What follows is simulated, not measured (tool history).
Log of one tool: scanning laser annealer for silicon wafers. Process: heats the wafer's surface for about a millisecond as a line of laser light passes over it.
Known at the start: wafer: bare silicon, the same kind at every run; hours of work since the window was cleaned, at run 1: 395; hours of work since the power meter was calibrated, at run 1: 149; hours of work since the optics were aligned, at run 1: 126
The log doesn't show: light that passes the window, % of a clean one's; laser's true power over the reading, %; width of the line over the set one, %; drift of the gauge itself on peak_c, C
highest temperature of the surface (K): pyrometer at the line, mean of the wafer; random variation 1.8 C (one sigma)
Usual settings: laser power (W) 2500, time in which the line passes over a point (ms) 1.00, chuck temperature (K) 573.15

run	day	laser power (W)	time in which the line passes over a point (ms)	chuck temperature (K)	hours of work since the window was cleaned	hours of work since the power meter was calibrated	hours of work since the optics were aligned	highest temperature of the surface (K)
1	0.000	2500	1.00	573.15	395	149	126	1286.15
2	0.258	2500	1.00	573.15	399	153	129	1287.15
3	0.658	2500	1.00	573.15	404	158	135	1282.15
4	0.929	2500	1.00	573.15	408	162	139	1286.15
5	1.467	2500	1.00	573.15	415	169	146	1282.15
6	1.833	2500	0.91	573.15	420	175	151	1244.15
7	2.354	2500	0.91	573.15	428	182	158	1243.15
8	2.821	2348	0.91	573.15	434	188	165	1203.15
9	3.288	2348	0.91	573.15	441	195	171	1203.15
10	3.846	2500	1.00	573.15	448	203	179	1280.15
11	4.179	2500	1.00	573.15	453	207	184	1281.15
12	4.496	2500	1.00	573.15	458	212	188	1284.15
13	4.867	2500	0.78	599.15	463	217	193	1212.15
14	5.350	2500	1.00	594.15	469	223	200	1298.15
15	5.671	2143	0.95	559.15	474	228	205	1145.15
16	6.150	2216	0.88	587.15	480	235	211	1166.15
17	6.662	2216	1.05	587.15	488	242	218	1229.15
18	7.033	2551	1.21	561.15	493	247	223	1368.15
19	7.558	2412	1.02	573.15	500	254	231	1264.15
20	8.067	2143	1.02	573.15	507	261	238	1184.15
21	8.367	2169	1.03	586.15	511	265	242	1206.15

3 ways to go on from here, each from the tool as it stands after run 21. What would each give?
A	8.683	2500	0.74	574.15	516	270	246	?
B	8.683	2257	1.03	588.15	516	270	246	?
C	8.683	2169	0.91	607.15	516	270	246	?

run	highest temperature of the surface (K)
A	1164.15
B	1238.15
C	1184.15
Without the tool's hidden state the same runs would have given:
run	highest temperature of the surface (K)
A	1192.15
B	1269.15
C	1212.15

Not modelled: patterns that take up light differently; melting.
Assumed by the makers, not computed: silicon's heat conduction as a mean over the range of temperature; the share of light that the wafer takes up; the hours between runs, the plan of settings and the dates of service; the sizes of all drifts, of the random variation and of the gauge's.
